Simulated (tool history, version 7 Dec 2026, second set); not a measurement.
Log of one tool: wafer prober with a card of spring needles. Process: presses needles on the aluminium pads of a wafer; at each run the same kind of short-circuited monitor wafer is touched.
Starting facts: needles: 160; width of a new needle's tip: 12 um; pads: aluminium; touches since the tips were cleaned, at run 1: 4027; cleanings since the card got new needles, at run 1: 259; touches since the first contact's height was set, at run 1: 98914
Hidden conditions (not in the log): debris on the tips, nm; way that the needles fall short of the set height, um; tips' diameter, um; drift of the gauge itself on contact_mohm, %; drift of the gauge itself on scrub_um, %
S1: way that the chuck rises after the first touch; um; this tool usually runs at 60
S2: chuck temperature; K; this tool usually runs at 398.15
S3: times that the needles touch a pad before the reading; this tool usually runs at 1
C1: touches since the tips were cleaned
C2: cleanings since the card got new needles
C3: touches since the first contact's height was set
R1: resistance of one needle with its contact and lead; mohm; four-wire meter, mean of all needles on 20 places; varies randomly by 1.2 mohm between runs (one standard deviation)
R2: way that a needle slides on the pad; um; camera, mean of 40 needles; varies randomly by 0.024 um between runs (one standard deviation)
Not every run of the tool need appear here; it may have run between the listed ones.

{"run": 1, "hour": 0.0, "S1": 60, "S2": 398.15, "S3": 1, "C1": 4027, "C2": 259, "C3": 98914, "R1": 160, "R2": 13.91}
{"hour": 2.4, "done": "tips cleaned on abrasive film"}
{"hour": 14.2, "done": "tips cleaned on abrasive film"}
{"hour": 26.0, "done": "tips cleaned on abrasive film"}
{"hour": 35.4, "done": "tips cleaned on abrasive film"}
{"run": 2, "hour": 40.4, "S1": 64, "S2": 398.15, "S3": 1, "C1": 2698, "C2": 263, "C3": 120848, "R1": 158, "R2": 14.83}
{"hour": 45.1, "done": "tips cleaned on abrasive film"}
{"hour": 56.9, "done": "tips cleaned on abrasive film"}
{"hour": 68.7, "done": "tips cleaned on abrasive film"}
{"hour": 78.1, "done": "tips cleaned on abrasive film"}
{"hour": 89.9, "done": "tips cleaned on abrasive film"}
{"hour": 101.7, "done": "tips cleaned on abrasive film"}
{"hour": 111.1, "done": "tips cleaned on abrasive film"}
{"run": 3, "hour": 118.7, "S1": 64, "S2": 398.15, "S3": 1, "C1": 4170, "C2": 270, "C3": 163488, "R1": 161, "R2": 14.83}
{"hour": 121.2, "done": "tips cleaned on abrasive film"}
{"hour": 132.9, "done": "tips cleaned on abrasive film"}
{"hour": 144.7, "done": "tips cleaned on abrasive film"}
{"hour": 156.5, "done": "tips cleaned on abrasive film"}
{"hour": 168.3, "done": "tips cleaned on abrasive film"}
{"hour": 180.0, "done": "tips cleaned on abrasive film"}
{"hour": 191.8, "done": "tips cleaned on abrasive film"}
{"run": 4, "hour": 196.6, "S1": 56, "S2": 398.15, "S3": 1, "C1": 2642, "C2": 277, "C3": 205883, "R1": 161, "R2": 12.89}
{"hour": 201.4, "done": "tips cleaned on abrasive film"}
{"hour": 210.9, "done": "tips cleaned on abrasive film"}
{"hour": 220.5, "done": "height of the first contact set anew"}
{"hour": 222.9, "done": "tips cleaned on abrasive film"}
{"hour": 234.7, "done": "tips cleaned on abrasive film"}
{"hour": 246.5, "done": "tips cleaned on abrasive film"}
{"run": 5, "hour": 251.5, "S1": 60, "S2": 398.15, "S3": 1, "C1": 2760, "C2": 282, "C3": 16866, "R1": 163, "R2": 13.83}
{"hour": 256.3, "done": "tips cleaned on abrasive film"}
{"hour": 268.1, "done": "tips cleaned on abrasive film"}
{"hour": 279.9, "done": "tips cleaned on abrasive film"}
{"hour": 291.6, "done": "tips cleaned on abrasive film"}
{"hour": 303.4, "done": "tips cleaned on abrasive film"}
{"hour": 315.2, "done": "tips cleaned on abrasive film"}
{"run": 6, "hour": 318.2, "S1": 60, "S2": 312.15, "S3": 1, "C1": 1655, "C2": 288, "C3": 53142, "R1": 145, "R2": 13.81}
{"hour": 325.3, "done": "tips cleaned on abrasive film"}
{"hour": 337.1, "done": "tips cleaned on abrasive film"}
{"hour": 348.9, "done": "tips cleaned on abrasive film"}
{"hour": 360.6, "done": "tips cleaned on abrasive film"}
{"hour": 372.4, "done": "tips cleaned on abrasive film"}
{"hour": 384.2, "done": "tips cleaned on abrasive film"}
{"hour": 396.0, "done": "tips cleaned on abrasive film"}
{"run": 7, "hour": 398.5, "S1": 55, "S2": 398.15, "S3": 1, "C1": 1380, "C2": 295, "C3": 96836, "R1": 160, "R2": 12.64}
{"hour": 405.6, "done": "tips cleaned on abrasive film"}
{"hour": 417.4, "done": "tips cleaned on abrasive film"}
{"hour": 429.1, "done": "tips cleaned on abrasive film"}
{"hour": 440.9, "done": "tips cleaned on abrasive film"}
{"hour": 450.4, "done": "tips cleaned on abrasive film"}
{"hour": 462.1, "done": "tips cleaned on abrasive film"}
{"hour": 473.9, "done": "tips cleaned on abrasive film"}
{"hour": 485.7, "done": "tips cleaned on abrasive film"}
{"run": 8, "hour": 486.6, "S1": 67, "S2": 398.15, "S3": 1, "C1": 483, "C2": 303, "C3": 144758, "R1": 158, "R2": 15.42}
{"hour": 496.0, "done": "tips cleaned on abrasive film"}
{"hour": 507.8, "done": "tips cleaned on abrasive film"}
{"hour": 519.6, "done": "tips cleaned on abrasive film"}
{"hour": 531.4, "done": "tips cleaned on abrasive film"}
{"hour": 540.8, "done": "tips cleaned on abrasive film"}
{"hour": 552.6, "done": "tips cleaned on abrasive film"}
{"hour": 563.8, "done": "tips cleaned on abrasive film"}
{"run": 9, "hour": 563.8, "S1": 60, "S2": 360.15, "S3": 2, "C1": 0, "C2": 310, "C3": 186796, "R1": 152, "R2": 13.77}
{"hour": 573.3, "done": "tips cleaned on abrasive film"}
{"hour": 585.1, "done": "tips cleaned on abrasive film"}
{"hour": 596.8, "done": "tips cleaned on abrasive film"}
{"hour": 606.3, "done": "tips cleaned on abrasive film"}
{"hour": 618.1, "done": "tips cleaned on abrasive film"}
{"hour": 623.0, "done": "height of the first contact set anew"}
{"run": 10, "hour": 627.1, "S1": 44, "S2": 360.15, "S3": 2, "C1": 4809, "C2": 315, "C3": 2245, "R1": 156, "R2": 10.05}
{"hour": 629.6, "done": "tips cleaned on abrasive film"}
{"hour": 641.3, "done": "tips cleaned on abrasive film"}
{"hour": 653.1, "done": "tips cleaned on abrasive film"}
{"hour": 664.9, "done": "tips cleaned on abrasive film"}
{"hour": 676.7, "done": "tips cleaned on abrasive film"}
{"hour": 688.5, "done": "tips cleaned on abrasive film"}
{"hour": 700.2, "done": "tips cleaned on abrasive film"}
{"run": 11, "hour": 701.7, "S1": 41, "S2": 360.15, "S3": 2, "C1": 783, "C2": 322, "C3": 42779, "R1": 155, "R2": 9.38}
{"hour": 711.1, "done": "tips cleaned on abrasive film"}
{"hour": 722.9, "done": "tips cleaned on abrasive film"}
{"hour": 734.7, "done": "tips cleaned on abrasive film"}
{"hour": 746.4, "done": "tips cleaned on abrasive film"}
{"hour": 755.9, "done": "tips cleaned on abrasive film"}
{"hour": 767.7, "done": "tips cleaned on abrasive film"}
{"hour": 779.4, "done": "tips cleaned on abrasive film"}
{"run": 12, "hour": 788.3, "S1": 76, "S2": 398.15, "S3": 1, "C1": 4859, "C2": 329, "C3": 89954, "R1": 157, "R2": 17.35}
{"hour": 790.7, "done": "tips cleaned on abrasive film"}
{"hour": 802.5, "done": "tips cleaned on abrasive film"}
{"hour": 814.3, "done": "tips cleaned on abrasive film"}
{"hour": 826.1, "done": "tips cleaned on abrasive film"}
{"hour": 837.8, "done": "tips cleaned on abrasive film"}
{"hour": 849.6, "done": "tips cleaned on abrasive film"}
{"run": 13, "hour": 858.4, "S1": 51, "S2": 321.15, "S3": 2, "C1": 4828, "C2": 335, "C3": 128121, "R1": 148, "R2": 11.63}
{"hour": 860.8, "done": "tips cleaned on abrasive film"}
{"hour": 872.6, "done": "tips cleaned on abrasive film"}
{"hour": 882.1, "done": "tips cleaned on abrasive film"}
{"hour": 893.8, "done": "tips cleaned on abrasive film"}
{"hour": 905.6, "done": "tips cleaned on abrasive film"}
{"hour": 916.5, "done": "tips cleaned on abrasive film"}
{"run": 14, "hour": 916.5, "S1": 40, "S2": 365.15, "S3": 2, "C1": 0, "C2": 341, "C3": 159702, "R1": 156, "R2": 9.14}
{"hour": 928.3, "done": "tips cleaned on abrasive film"}
{"hour": 940.1, "done": "tips cleaned on abrasive film"}
{"hour": 951.9, "done": "tips cleaned on abrasive film"}
{"hour": 963.6, "done": "tips cleaned on abrasive film"}
{"hour": 975.4, "done": "tips cleaned on abrasive film"}
{"run": 15, "hour": 976.8, "S1": 65, "S2": 348.15, "S3": 2, "C1": 782, "C2": 346, "C3": 192540, "R1": 153, "R2": 14.79}

What if the next run were any one of these 4? Each begins from the tool's condition after run 15:
{"hour": 986.3, "done": "tips cleaned on abrasive film"}
{"hour": 998.1, "done": "tips cleaned on abrasive film"}
{"hour": 1009.8, "done": "tips cleaned on abrasive film"}
{"hour": 1021.6, "done": "tips cleaned on abrasive film"}
{"hour": 1026.6, "done": "height of the first contact set anew"}
{"run": "A", "hour": 1028.3, "S1": 57, "S2": 398.15, "S3": 2, "C1": 3479, "C2": 350, "C3": 915, "R1": "?", "R2": "?"}
{"hour": 986.3, "done": "tips cleaned on abrasive film"}
{"hour": 998.1, "done": "tips cleaned on abrasive film"}
{"hour": 1009.8, "done": "tips cleaned on abrasive film"}
{"hour": 1021.6, "done": "tips cleaned on abrasive film"}
{"hour": 1026.6, "done": "height of the first contact set anew"}
{"run": "B", "hour": 1028.3, "S1": 60, "S2": 398.15, "S3": 1, "C1": 3479, "C2": 350, "C3": 915, "R1": "?", "R2": "?"}
{"hour": 986.3, "done": "tips cleaned on abrasive film"}
{"hour": 998.1, "done": "tips cleaned on abrasive film"}
{"hour": 1009.8, "done": "tips cleaned on abrasive film"}
{"hour": 1021.6, "done": "tips cleaned on abrasive film"}
{"hour": 1026.6, "done": "height of the first contact set anew"}
{"run": "C", "hour": 1028.3, "S1": 70, "S2": 299.15, "S3": 3, "C1": 3479, "C2": 350, "C3": 915, "R1": "?", "R2": "?"}
{"hour": 986.3, "done": "tips cleaned on abrasive film"}
{"hour": 998.1, "done": "tips cleaned on abrasive film"}
{"hour": 1009.8, "done": "tips cleaned on abrasive film"}
{"hour": 1021.6, "done": "tips cleaned on abrasive film"}
{"hour": 1026.6, "done": "height of the first contact set anew"}
{"run": "D", "hour": 1028.3, "S1": 60, "S2": 315.15, "S3": 2, "C1": 3479, "C2": 350, "C3": 915, "R1": "?", "R2": "?"}

run=A R1=159 R2=12.97
run=B R1=160 R2=13.66
run=C R1=141 R2=15.94
run=D R1=145 R2=13.68
With the hidden condition removed and each run's random variation left untouched, the same runs would have given:
run=A R1=159 R2=13.21
run=B R1=160 R2=13.91
run=C R1=141 R2=16.23
run=D R1=145 R2=13.92
